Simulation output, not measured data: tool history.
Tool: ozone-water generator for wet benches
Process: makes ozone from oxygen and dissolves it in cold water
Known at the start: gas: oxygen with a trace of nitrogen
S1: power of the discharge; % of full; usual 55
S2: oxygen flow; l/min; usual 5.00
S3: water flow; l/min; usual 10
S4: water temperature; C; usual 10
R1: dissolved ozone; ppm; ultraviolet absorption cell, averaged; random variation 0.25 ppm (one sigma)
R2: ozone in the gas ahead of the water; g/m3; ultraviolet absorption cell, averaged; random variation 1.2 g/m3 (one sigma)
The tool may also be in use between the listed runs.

run,hour,S1,S2,S3,S4,R1,R2
1,0.0,55,5.00,10,10,37.8,222.3
2,17.9,55,5.00,10,10,38.1,219.4
3,32.3,55,5.00,10,10,38.1,220.7
4,66.2,73,5.00,10,10,43.8,258.6
5,86.6,73,5.00,10,10,44.1,259.6
6,117.3,73,5.00,10,11,43.3,259.1
7,143.9,73,5.00,10,11,43.3,257.6
8,164.0,73,5.00,10,11,43.3,256.7
9,188.8,73,5.00,10,11,42.9,258.3
10,210.5,73,5.00,10,11,43.3,255.8
11,236.7,73,5.00,10,11,43.1,256.7
12,268.6,55,5.00,10,10,37.7,219.8
13,288.8,55,5.00,10,10,37.6,220.1
14,317.1,55,5.00,10,10,37.1,219.4
15,338.2,55,4.16,10,10,36.4,235.1
16,357.7,55,4.16,10,10,37.0,235.7
17,386.9,49,5.00,6,10,48.3,206.7
18,411.8,90,6.49,7,16,54.1,261.7
19,437.3,90,6.49,7,16,53.5,261.2
20,466.2,90,6.49,7,16,53.9,262.9
21,484.3,56,6.49,7,18,39.5,202.3
22,499.8,56,6.49,7,18,40.2,202.3
23,517.7,56,6.49,7,18,39.5,201.2
24,541.8,46,7.11,13,8,30.3,177.7

Run 25 comes next. What will it give?
25,563.5,46,7.11,13,8,?,?

{"run 25": {"R1": 30.0, "R2": 176.6}}
Without the tool's hidden state the same run would have given R1 31.1 ppm, R2 178.7 g/m3.
